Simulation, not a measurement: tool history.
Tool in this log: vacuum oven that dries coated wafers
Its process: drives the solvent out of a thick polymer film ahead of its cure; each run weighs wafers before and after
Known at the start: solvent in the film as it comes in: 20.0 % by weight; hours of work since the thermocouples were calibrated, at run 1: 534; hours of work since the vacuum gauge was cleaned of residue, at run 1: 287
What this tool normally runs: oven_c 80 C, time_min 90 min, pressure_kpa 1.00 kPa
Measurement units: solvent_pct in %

| run | hour | oven_c | time_min | pressure_kpa | hours of work since the thermocouples were calibrated | hours of work since the vacuum gauge was cleaned of residue | solvent_pct |
|---|---|---|---|---|---|---|---|
| 1 | 0.0 | 80 | 90 | 1.00 | 534 | 287 | 5.56 |
| 2 | 7.8 | 80 | 90 | 1.00 | 540 | 293 | 5.58 |
| 3 | 21.3 | 80 | 90 | 1.00 | 551 | 304 | 5.67 |
| 4 | 33.7 | 80 | 90 | 1.00 | 561 | 314 | 5.57 |
| 5 | 46.3 | 80 | 54 | 1.00 | 571 | 324 | 8.58 |
| 6 | 61.5 | 88 | 90 | 1.00 | 583 | 336 | 2.59 |
| 7 | 75.5 | 88 | 46 | 1.00 | 594 | 347 | 6.20 |
| 8 | 84.3 | 74 | 90 | 1.00 | 601 | 355 | 8.23 |
| 9 | 91.2 | 74 | 90 | 1.00 | 607 | 360 | 8.13 |
| 10 | 105.6 | 74 | 90 | 1.00 | 618 | 371 | 8.20 |
|  | 108.2 | vacuum gauge cleaned of residue and calibrated |
|  | 121.5 | oven's thermocouples calibrated |
| 11 | 122.9 | 74 | 143 | 1.70 | 1 | 10 | 5.30 |
| 12 | 129.8 | 74 | 143 | 1.70 | 7 | 16 | 5.35 |
| 13 | 136.5 | 75 | 59 | 1.00 | 12 | 21 | 9.59 |
| 14 | 151.9 | 74 | 90 | 1.00 | 24 | 33 | 7.76 |
| 15 | 164.0 | 74 | 90 | 1.00 | 34 | 43 | 7.69 |

What if the next run were any one of these 4? Each begins from the tool's condition after run 15:
|  | 172.1 | vacuum gauge cleaned of residue and calibrated, once more |
| A | 173.1 | 88 | 81 | 1.66 | 40 | 1 | ? |
|  | 172.1 | vacuum gauge cleaned of residue and calibrated, once more |
| B | 173.1 | 81 | 153 | 3.91 | 40 | 1 | ? |
|  | 172.1 | vacuum gauge cleaned of residue and calibrated, once more |
| C | 173.1 | 68 | 133 | 1.37 | 40 | 1 | ? |
|  | 172.1 | vacuum gauge cleaned of residue and calibrated, once more |
| D | 173.1 | 80 | 90 | 1.40 | 40 | 1 | ? |

| run | solvent_pct |
|---|---|
| A | 2.92 |
| B | 3.19 |
| C | 8.12 |
| D | 5.19 |
Take away the tool's hidden state, keep each run's random variation, and the runs would have read:
| run | solvent_pct |
|---|---|
| A | 2.83 |
| B | 3.10 |
| C | 7.99 |
| D | 5.07 |
